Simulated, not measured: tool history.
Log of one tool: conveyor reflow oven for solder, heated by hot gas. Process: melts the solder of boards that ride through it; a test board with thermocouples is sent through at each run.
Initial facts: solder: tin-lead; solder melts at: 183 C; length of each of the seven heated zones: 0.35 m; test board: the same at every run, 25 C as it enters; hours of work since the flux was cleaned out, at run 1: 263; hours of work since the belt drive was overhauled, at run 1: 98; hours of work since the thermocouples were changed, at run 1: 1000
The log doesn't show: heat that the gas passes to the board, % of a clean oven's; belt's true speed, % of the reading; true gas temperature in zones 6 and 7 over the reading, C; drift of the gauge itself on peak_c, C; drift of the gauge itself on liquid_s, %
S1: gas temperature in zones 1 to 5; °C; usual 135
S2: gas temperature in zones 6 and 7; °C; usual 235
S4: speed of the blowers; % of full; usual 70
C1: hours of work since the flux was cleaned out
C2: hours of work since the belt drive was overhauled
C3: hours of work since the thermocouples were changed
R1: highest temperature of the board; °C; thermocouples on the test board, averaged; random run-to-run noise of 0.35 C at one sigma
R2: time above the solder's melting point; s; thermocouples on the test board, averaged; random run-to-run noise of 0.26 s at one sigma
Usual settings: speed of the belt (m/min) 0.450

{"run": 1, "day": 0.0, "S1": 135, "S2": 235, "speed of the belt (m/min)": 0.45, "S4": 70, "C1": 263, "C2": 98, "C3": 1000, "R1": 221.4, "R2": 74.0}
{"run": 2, "day": 1.462, "S1": 135, "S2": 235, "speed of the belt (m/min)": 0.45, "S4": 70, "C1": 279, "C2": 114, "C3": 1016, "R1": 221.1, "R2": 73.5}
{"run": 3, "day": 3.462, "S1": 135, "S2": 235, "speed of the belt (m/min)": 0.45, "S4": 70, "C1": 302, "C2": 136, "C3": 1039, "R1": 221.3, "R2": 73.5}
{"day": 4.742, "done": "thermocouples of zones 6 and 7 changed"}
{"run": 4, "day": 5.033, "S1": 135, "S2": 235, "speed of the belt (m/min)": 0.45, "S4": 70, "C1": 318, "C2": 153, "C3": 3, "R1": 222.3, "R2": 73.2}
{"run": 5, "day": 6.292, "S1": 135, "S2": 235, "speed of the belt (m/min)": 0.45, "S4": 70, "C1": 332, "C2": 167, "C3": 17, "R1": 221.8, "R2": 73.6}
{"run": 6, "day": 8.162, "S1": 135, "S2": 235, "speed of the belt (m/min)": 0.45, "S4": 70, "C1": 353, "C2": 188, "C3": 38, "R1": 221.9, "R2": 73.7}
{"run": 7, "day": 9.55, "S1": 140, "S2": 235, "speed of the belt (m/min)": 0.45, "S4": 70, "C1": 368, "C2": 203, "C3": 54, "R1": 222.6, "R2": 75.7}
{"run": 8, "day": 11.362, "S1": 135, "S2": 235, "speed of the belt (m/min)": 0.45, "S4": 70, "C1": 389, "C2": 223, "C3": 74, "R1": 221.8, "R2": 73.7}
{"run": 9, "day": 13.604, "S1": 135, "S2": 235, "speed of the belt (m/min)": 0.45, "S4": 55, "C1": 414, "C2": 248, "C3": 99, "R1": 217.9, "R2": 69.6}
{"run": 10, "day": 14.662, "S1": 135, "S2": 235, "speed of the belt (m/min)": 0.45, "S4": 57, "C1": 425, "C2": 260, "C3": 111, "R1": 219.1, "R2": 70.2}
{"day": 15.471, "done": "flux residue cleaned out of gas plates and filters"}
{"run": 11, "day": 17.175, "S1": 135, "S2": 235, "speed of the belt (m/min)": 0.45, "S4": 70, "C1": 19, "C2": 286, "C3": 136, "R1": 221.8, "R2": 73.7}
{"run": 12, "day": 19.179, "S1": 135, "S2": 235, "speed of the belt (m/min)": 0.45, "S4": 70, "C1": 41, "C2": 308, "C3": 159, "R1": 221.6, "R2": 73.3}
{"run": 13, "day": 21.404, "S1": 135, "S2": 235, "speed of the belt (m/min)": 0.45, "S4": 70, "C1": 66, "C2": 333, "C3": 183, "R1": 222.3, "R2": 74.0}
{"run": 14, "day": 22.771, "S1": 135, "S2": 235, "speed of the belt (m/min)": 0.45, "S4": 70, "C1": 81, "C2": 348, "C3": 199, "R1": 221.7, "R2": 73.8}
{"run": 15, "day": 25.021, "S1": 135, "S2": 235, "speed of the belt (m/min)": 0.45, "S4": 70, "C1": 106, "C2": 373, "C3": 224, "R1": 221.9, "R2": 73.7}
{"run": 16, "day": 26.283, "S1": 133, "S2": 248, "speed of the belt (m/min)": 0.498, "S4": 70, "C1": 120, "C2": 387, "C3": 238, "R1": 229.5, "R2": 70.9}
{"run": 17, "day": 28.408, "S1": 135, "S2": 235, "speed of the belt (m/min)": 0.45, "S4": 85, "C1": 144, "C2": 411, "C3": 261, "R1": 224.2, "R2": 75.8}
{"run": 18, "day": 29.5, "S1": 135, "S2": 235, "speed of the belt (m/min)": 0.45, "S4": 85, "C1": 156, "C2": 423, "C3": 274, "R1": 224.7, "R2": 76.2}
{"run": 19, "day": 30.712, "S1": 135, "S2": 227, "speed of the belt (m/min)": 0.45, "S4": 70, "C1": 170, "C2": 437, "C3": 287, "R1": 215.2, "R2": 66.9}
{"run": 20, "day": 31.792, "S1": 123, "S2": 227, "speed of the belt (m/min)": 0.387, "S4": 70, "C1": 182, "C2": 449, "C3": 299, "R1": 216.8, "R2": 77.5}
{"run": 21, "day": 33.5, "S1": 135, "S2": 234, "speed of the belt (m/min)": 0.467, "S4": 70, "C1": 201, "C2": 468, "C3": 318, "R1": 219.3, "R2": 69.3}
{"run": 22, "day": 34.712, "S1": 136, "S2": 234, "speed of the belt (m/min)": 0.45, "S4": 70, "C1": 214, "C2": 481, "C3": 332, "R1": 221.5, "R2": 73.1}
{"run": 23, "day": 35.704, "S1": 127, "S2": 224, "speed of the belt (m/min)": 0.414, "S4": 68, "C1": 225, "C2": 492, "C3": 343, "R1": 212.9, "R2": 68.7}
{"run": 24, "day": 37.304, "S1": 138, "S2": 224, "speed of the belt (m/min)": 0.458, "S4": 56, "C1": 243, "C2": 510, "C3": 360, "R1": 209.0, "R2": 60.2}
{"run": 25, "day": 39.167, "S1": 141, "S2": 236, "speed of the belt (m/min)": 0.458, "S4": 56, "C1": 264, "C2": 531, "C3": 381, "R1": 219.6, "R2": 72.4}
{"run": 26, "day": 40.742, "S1": 147, "S2": 232, "speed of the belt (m/min)": 0.458, "S4": 56, "C1": 282, "C2": 549, "C3": 399, "R1": 217.4, "R2": 72.7}
{"run": 27, "day": 41.738, "S1": 150, "S2": 235, "speed of the belt (m/min)": 0.53, "S4": 62, "C1": 293, "C2": 560, "C3": 410, "R1": 218.2, "R2": 63.9}
{"run": 28, "day": 42.696, "S1": 127, "S2": 242, "speed of the belt (m/min)": 0.45, "S4": 70, "C1": 303, "C2": 570, "C3": 421, "R1": 226.9, "R2": 74.6}
{"run": 29, "day": 44.433, "S1": 127, "S2": 242, "speed of the belt (m/min)": 0.45, "S4": 70, "C1": 323, "C2": 590, "C3": 440, "R1": 227.3, "R2": 74.3}
{"run": 30, "day": 45.704, "S1": 127, "S2": 242, "speed of the belt (m/min)": 0.45, "S4": 70, "C1": 337, "C2": 604, "C3": 454, "R1": 227.1, "R2": 74.8}

Branching from run 30: 4 alternative next runs. What would each branch give?
{"run": "A", "day": 47.833, "S1": 127, "S2": 242, "speed of the belt (m/min)": 0.45, "S4": 70, "C1": 361, "C2": 628, "C3": 478, "R1": "?", "R2": "?"}
{"run": "B", "day": 47.833, "S1": 137, "S2": 224, "speed of the belt (m/min)": 0.441, "S4": 70, "C1": 361, "C2": 628, "C3": 478, "R1": "?", "R2": "?"}
{"run": "C", "day": 47.833, "S1": 127, "S2": 229, "speed of the belt (m/min)": 0.401, "S4": 62, "C1": 361, "C2": 628, "C3": 478, "R1": "?", "R2": "?"}
{"run": "D", "day": 47.833, "S1": 135, "S2": 235, "speed of the belt (m/min)": 0.407, "S4": 70, "C1": 361, "C2": 628, "C3": 478, "R1": "?", "R2": "?"}

run=A R1=227.2 R2=74.9
run=B R1=213.0 R2=67.7
run=C R1=217.3 R2=75.5
run=D R1=224.1 R2=84.3
With the hidden condition removed and each run's random variation left untouched, the same runs would have given:
run=A R1=227.2 R2=74.9
run=B R1=213.1 R2=67.7
run=C R1=217.4 R2=75.5
run=D R1=224.1 R2=84.3
